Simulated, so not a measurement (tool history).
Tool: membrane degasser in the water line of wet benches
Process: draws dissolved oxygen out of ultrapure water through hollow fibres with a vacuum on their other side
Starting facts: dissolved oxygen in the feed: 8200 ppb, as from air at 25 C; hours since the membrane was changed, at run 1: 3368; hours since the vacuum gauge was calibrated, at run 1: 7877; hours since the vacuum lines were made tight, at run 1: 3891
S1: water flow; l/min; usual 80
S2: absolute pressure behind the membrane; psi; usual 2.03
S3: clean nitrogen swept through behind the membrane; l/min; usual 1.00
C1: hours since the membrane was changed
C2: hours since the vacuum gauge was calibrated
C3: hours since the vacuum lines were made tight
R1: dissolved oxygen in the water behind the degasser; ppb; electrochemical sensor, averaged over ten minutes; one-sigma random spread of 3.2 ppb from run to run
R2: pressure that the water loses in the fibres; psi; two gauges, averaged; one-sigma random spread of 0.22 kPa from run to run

run,hour,S1,S2,S3,C1,C2,C3,R1,R2
1,0.0,80,2.03,1.00,3368,7877,3891,1301.5,7.696
# hour 171.8: vacuum gauge calibrated
2,334.8,80,2.03,0.91,3702,163,4225,1382.2,7.683
3,645.4,80,2.03,0.91,4013,474,4536,1382.5,7.693
4,953.3,80,2.03,0.91,4321,781,4844,1385.4,7.683
5,1144.7,80,2.03,1.00,4512,973,5035,1315.2,7.757
6,1359.1,80,2.03,1.00,4727,1187,5250,1311.3,7.745
# hour 1433.3: vacuum gauge calibrated, once more
7,1536.6,80,2.03,1.00,4904,103,5427,1278.7,7.767
8,1823.2,80,2.03,1.00,5190,390,5713,1284.7,7.748
9,2063.9,80,2.03,1.00,5431,631,5954,1287.2,7.758
10,2324.0,80,2.03,1.00,5691,891,6214,1284.1,7.767
11,2471.7,80,2.03,1.00,5839,1038,6362,1289.7,7.754
# hour 2601.7: seals of the vacuum lines changed
12,2677.1,80,2.03,1.00,6042,1242,75,1290.6,7.745
13,2949.1,80,2.03,1.00,6314,1514,347,1294.4,7.787
14,3277.6,80,4.06,1.00,6643,1842,676,2540.9,7.822
15,3418.3,80,2.55,1.00,6783,1983,817,1651.0,7.796
16,3732.4,80,2.55,1.00,7097,2297,1131,1654.9,7.810
17,3911.4,124,1.33,1.96,7276,2476,1310,670.5,12.058
18,4096.9,77,2.52,0.69,7462,2662,1495,1982.0,7.471
19,4362.9,77,2.52,0.69,7728,2928,1761,1974.1,7.546

The next listed run, before its measurement:
20,4551.2,58,4.32,0.47,7916,3116,1949,?,?

R1: 3345.7 ppb
R2: 5.656 psi
Were there no unlogged condition in the tool, this run, its random variation unchanged, would have produced R1 3344.2 ppb, R2 5.495 psi.
